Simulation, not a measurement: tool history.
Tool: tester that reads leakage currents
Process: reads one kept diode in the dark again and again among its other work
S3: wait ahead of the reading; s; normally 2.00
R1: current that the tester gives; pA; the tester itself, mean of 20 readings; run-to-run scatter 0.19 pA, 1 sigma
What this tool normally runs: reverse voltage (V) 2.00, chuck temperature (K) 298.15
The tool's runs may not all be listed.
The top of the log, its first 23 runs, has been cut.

Run 24, hour 1294.2: usual settings but chuck temperature (K) 299.15, S3 0.59 s. Result: R1 59.19 pA.
Run 25, hour 1358.1: usual settings but reverse voltage (V) 2.11, chuck temperature (K) 316.15, S3 0.46 s. Result: R1 203.04 pA.
Run 26, hour 1417.4: usual settings but reverse voltage (V) 13.89, S3 1.79 s. Result: R1 134.47 pA.
At hour 1428.5: probe card cleaned and baked.
Run 27, hour 1472.3: usual settings but reverse voltage (V) 7.82, chuck temperature (K) 318.15, S3 1.63 s. Result: R1 412.63 pA.
Run 28, hour 1540.6: usual settings but reverse voltage (V) 7.82, chuck temperature (K) 325.15, S3 1.63 s. Result: R1 647.87 pA.
Run 29, hour 1617.9: usual settings but chuck temperature (K) 325.15. Result: R1 346.12 pA.
Run 30, hour 1659.5: usual settings but reverse voltage (V) 2.05, chuck temperature (K) 301.15, S3 2.22 s. Result: R1 65.59 pA.
Run 31, hour 1736.1: usual settings but reverse voltage (V) 2.05, chuck temperature (K) 301.15, S3 2.22 s. Result: R1 64.79 pA.
At hour 1746.1: probe card cleaned and baked, once more.
At hour 1802.0: chuck's temperature calibrated.
Run 32, hour 1819.3: usual settings but reverse voltage (V) 2.05, chuck temperature (K) 301.15, S3 2.22 s. Result: R1 74.52 pA.
Run 33, hour 1903.5: usual settings but reverse voltage (V) 2.21, chuck temperature (K) 329.15, S3 1.83 s. Result: R1 523.91 pA.
Run 34, hour 1976.7: usual settings but reverse voltage (V) 1.29, chuck temperature (K) 299.15. Result: R1 50.68 pA.
Run 35, hour 2019.6: usual settings but reverse voltage (V) 10.48, chuck temperature (K) 308.15, S3 4.71 s. Result: R1 249.60 pA.
Run 36, hour 2082.6: usual settings but reverse voltage (V) 10.48, chuck temperature (K) 316.15, S3 0.43 s. Result: R1 438.11 pA.
Run 37, hour 2143.0: usual settings but reverse voltage (V) 13.90, chuck temperature (K) 316.15, S3 0.84 s. Result: R1 488.68 pA.
Run 38, hour 2181.8: usual settings but reverse voltage (V) 5.18, chuck temperature (K) 300.15, S3 5.26 s. Result: R1 98.61 pA.
Run 39, hour 2233.3: usual settings but reverse voltage (V) 5.44, chuck temperature (K) 295.15, S3 0.89 s. Result: R1 69.41 pA.

Each row is a separate what-if for the run after 39, all from the same tool condition, not one after another. Results?
Run A, hour 2315.7: usual settings but reverse voltage (V) 5.44, chuck temperature (K) 295.15, S3 5.36 s. Result: R1 ?.
Run B, hour 2315.7: usual settings but reverse voltage (V) 2.25, chuck temperature (K) 295.15, S3 1.99 s. Result: R1 ?.
Run C, hour 2315.7: usual settings but reverse voltage (V) 1.71, chuck temperature (K) 320.15, S3 2.37 s. Result: R1 ?.
Run D, hour 2315.7: usual settings but reverse voltage (V) 13.22, chuck temperature (K) 305.15, S3 1.77 s. Result: R1 ?.

run      R1
  A   67.34
  B   45.46
  C  243.89
  D  214.56
With no hidden state in the tool, these same runs would have given:
run      R1
  A   73.96
  B   50.25
  C  267.87
  D  234.97
